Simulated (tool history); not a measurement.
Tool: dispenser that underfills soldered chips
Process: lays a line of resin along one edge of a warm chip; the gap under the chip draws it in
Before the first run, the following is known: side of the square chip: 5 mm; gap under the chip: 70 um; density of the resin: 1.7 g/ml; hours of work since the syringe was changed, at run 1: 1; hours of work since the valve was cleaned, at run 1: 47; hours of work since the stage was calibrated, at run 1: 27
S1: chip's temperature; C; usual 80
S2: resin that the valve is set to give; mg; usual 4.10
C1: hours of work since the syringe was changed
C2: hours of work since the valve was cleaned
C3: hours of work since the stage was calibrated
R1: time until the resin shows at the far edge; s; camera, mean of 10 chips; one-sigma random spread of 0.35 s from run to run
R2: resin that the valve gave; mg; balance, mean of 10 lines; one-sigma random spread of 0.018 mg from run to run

run,day,S1,S2,C1,C2,C3,R1,R2
1,0.000,80,4.10,1,47,27,20.8,3.96
2,0.288,80,4.10,6,52,31,26.6,3.97
3,0.421,80,4.10,8,54,33,30.3,3.94
# day 0.629: new syringe of resin
4,0.658,66,4.10,0,57,37,39.9,3.90
5,0.875,66,4.10,4,61,40,49.5,3.92
# day 1.104: dispensing valve cleaned and set on the balance
6,1.221,66,4.10,9,2,45,64.2,4.12
# day 1.388: new syringe of resin
7,1.467,66,4.10,1,5,49,40.3,4.07
8,1.675,66,4.10,5,9,52,49.0,4.06
9,1.967,80,3.60,9,13,56,34.2,3.57
# day 2.096: new syringe of resin
10,2.267,80,3.60,3,18,61,22.9,3.54
11,2.575,80,3.60,7,23,66,30.1,3.56
# day 2.800: new syringe of resin
12,2.800,80,3.60,0,26,69,19.5,3.55
13,3.125,80,4.10,5,31,74,25.9,4.02
14,3.317,80,4.10,8,34,77,30.6,4.00
15,3.471,80,4.10,11,36,80,35.9,3.98
# day 3.504: new syringe of resin
16,3.775,80,4.10,4,41,84,24.3,4.01
17,3.921,80,4.10,7,43,86,27.6,3.97
18,4.062,80,4.10,9,45,89,32.5,3.92
# day 4.212: new syringe of resin
19,4.321,80,4.10,2,49,92,21.3,3.97
20,4.617,88,5.21,6,54,97,18.5,4.99
21,4.771,79,3.84,9,56,100,35.4,3.70
# day 4.921: new syringe of resin
22,5.071,86,3.59,2,61,104,17.2,3.43
# day 5.279: dispensing valve cleaned and set on the balance
23,5.308,86,3.59,5,0,107,20.5,3.59
24,5.438,88,3.68,7,2,109,21.2,3.63
25,5.600,88,3.68,10,5,112,24.8,3.65
# day 5.662: new syringe of resin
26,5.746,88,3.68,1,7,114,13.9,3.63
27,5.996,88,3.68,5,11,118,17.7,3.66
28,6.208,88,3.68,9,14,121,22.0,3.66
# day 6.371: new syringe of resin
29,6.483,88,3.68,2,18,125,14.1,3.63
30,6.742,86,4.10,6,22,129,19.1,4.00
31,7.054,89,3.68,11,27,134,23.9,3.61
# day 7.079: new syringe of resin
32,7.267,89,3.68,3,30,137,14.9,3.58
33,7.521,89,3.68,7,34,141,19.2,3.63
# day 7.783: new syringe of resin
34,7.796,71,3.76,0,39,145,29.4,3.67
35,8.108,71,3.76,5,43,150,40.4,3.63
36,8.258,71,3.76,7,46,152,47.1,3.65
# day 8.496: new syringe of resin
37,8.575,71,3.76,1,51,157,31.3,3.65

Some steps in R1 between neighbouring runs. How much of each would the tool show without its hidden state too (settings, what came in, random variation), and how much is left for the hidden state, with any gauge scatter that isn't in both results?
The hidden state here: resin's viscosity, % of fresh resin's; dose that the valve gives, % of what is set; true chip temperature over the reading, C; drift of the gauge itself on fill_s, %; drift of the gauge itself on given_mg, %.
Run 5 -> 6: dispensing valve cleaned and set on the balance. R1 +14.7 s: hidden state +15.8, all else -1.1.
Run 6 -> 7: new syringe of resin. R1 -23.9 s: hidden state -24.2, all else +0.3.
Run 20 -> 21: S1 88 -> 79, S2 5.21 -> 3.84. R1 +16.9 s: hidden state +9.0, all else +7.9.
Run 21 -> 22: S1 79 -> 86, S2 3.84 -> 3.59, new syringe of resin. R1 -18.2 s: hidden state -12.6, all else -5.6.
Run 36 -> 37: new syringe of resin. R1 -15.8 s: hidden state -15.4, all else -0.4.

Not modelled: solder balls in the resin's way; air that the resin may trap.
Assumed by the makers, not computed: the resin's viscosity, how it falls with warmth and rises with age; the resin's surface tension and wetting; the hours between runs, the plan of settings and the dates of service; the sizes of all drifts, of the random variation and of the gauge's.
